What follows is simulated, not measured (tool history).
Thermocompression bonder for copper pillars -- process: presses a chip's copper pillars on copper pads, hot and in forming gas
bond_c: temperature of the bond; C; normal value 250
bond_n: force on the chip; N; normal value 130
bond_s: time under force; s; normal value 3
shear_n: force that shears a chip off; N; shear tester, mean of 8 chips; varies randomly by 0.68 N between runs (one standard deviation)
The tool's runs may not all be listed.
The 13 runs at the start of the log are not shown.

{"run": 14, "hour": 831.2, "bond_c": 250, "bond_n": 130, "bond_s": 3, "shear_n": 40.4}
{"run": 15, "hour": 900.0, "bond_c": 250, "bond_n": 130, "bond_s": 3, "shear_n": 41.1}
{"hour": 905.7, "done": "forming gas filter changed"}
{"hour": 962.0, "done": "force cell calibrated"}
{"run": 16, "hour": 976.6, "bond_c": 250, "bond_n": 130, "bond_s": 3, "shear_n": 48.5}
{"run": 17, "hour": 1016.9, "bond_c": 250, "bond_n": 130, "bond_s": 3, "shear_n": 49.4}
{"run": 18, "hour": 1074.9, "bond_c": 273, "bond_n": 130, "bond_s": 3, "shear_n": 65.1}
{"run": 19, "hour": 1136.3, "bond_c": 273, "bond_n": 130, "bond_s": 3, "shear_n": 66.7}
{"run": 20, "hour": 1192.0, "bond_c": 230, "bond_n": 86, "bond_s": 5, "shear_n": 31.3}
{"run": 21, "hour": 1271.3, "bond_c": 234, "bond_n": 130, "bond_s": 2, "shear_n": 30.6}
{"run": 22, "hour": 1324.4, "bond_c": 239, "bond_n": 130, "bond_s": 3, "shear_n": 39.1}
{"run": 23, "hour": 1371.8, "bond_c": 250, "bond_n": 101, "bond_s": 3, "shear_n": 39.2}
{"run": 24, "hour": 1429.0, "bond_c": 261, "bond_n": 93, "bond_s": 3, "shear_n": 43.5}
{"run": 25, "hour": 1492.1, "bond_c": 250, "bond_n": 130, "bond_s": 3, "shear_n": 48.3}
{"run": 26, "hour": 1537.0, "bond_c": 262, "bond_n": 186, "bond_s": 5, "shear_n": 79.0}
{"hour": 1570.6, "done": "forming gas filter changed"}
{"run": 27, "hour": 1606.9, "bond_c": 250, "bond_n": 130, "bond_s": 3, "shear_n": 53.3}
{"run": 28, "hour": 1681.0, "bond_c": 250, "bond_n": 130, "bond_s": 3, "shear_n": 53.2}
{"run": 29, "hour": 1744.2, "bond_c": 250, "bond_n": 130, "bond_s": 3, "shear_n": 52.0}
{"run": 30, "hour": 1822.8, "bond_c": 250, "bond_n": 139, "bond_s": 3, "shear_n": 54.2}
{"run": 31, "hour": 1888.1, "bond_c": 277, "bond_n": 139, "bond_s": 2, "shear_n": 66.9}
{"run": 32, "hour": 1941.8, "bond_c": 276, "bond_n": 165, "bond_s": 2, "shear_n": 73.3}
{"run": 33, "hour": 1990.0, "bond_c": 236, "bond_n": 87, "bond_s": 6, "shear_n": 38.9}
{"hour": 2039.6, "done": "heater calibrated with a thermocouple chip"}
{"run": 34, "hour": 2050.8, "bond_c": 280, "bond_n": 110, "bond_s": 6, "shear_n": 70.9}
{"run": 35, "hour": 2113.5, "bond_c": 275, "bond_n": 110, "bond_s": 4, "shear_n": 57.8}
{"run": 36, "hour": 2191.6, "bond_c": 261, "bond_n": 111, "bond_s": 2, "shear_n": 36.9}
{"hour": 2237.0, "done": "forming gas filter changed"}
{"run": 37, "hour": 2261.9, "bond_c": 228, "bond_n": 117, "bond_s": 3, "shear_n": 28.1}
{"run": 38, "hour": 2322.3, "bond_c": 254, "bond_n": 117, "bond_s": 3, "shear_n": 45.3}

4 ways to go on from here, each from the tool as it stands after run 38. What would each give?
{"run": "A", "hour": 2367.9, "bond_c": 254, "bond_n": 135, "bond_s": 3, "shear_n": "?"}
{"run": "B", "hour": 2367.9, "bond_c": 255, "bond_n": 129, "bond_s": 2, "shear_n": "?"}
{"run": "C", "hour": 2367.9, "bond_c": 276, "bond_n": 114, "bond_s": 5, "shear_n": "?"}
{"run": "D", "hour": 2367.9, "bond_c": 280, "bond_n": 89, "bond_s": 2, "shear_n": "?"}

run=A shear_n=49.9
run=B shear_n=41.5
run=C shear_n=71.1
run=D shear_n=45.5
With no hidden state in the tool, these same runs would have given:
run=A shear_n=51.0
run=B shear_n=42.4
run=C shear_n=72.9
run=D shear_n=46.7
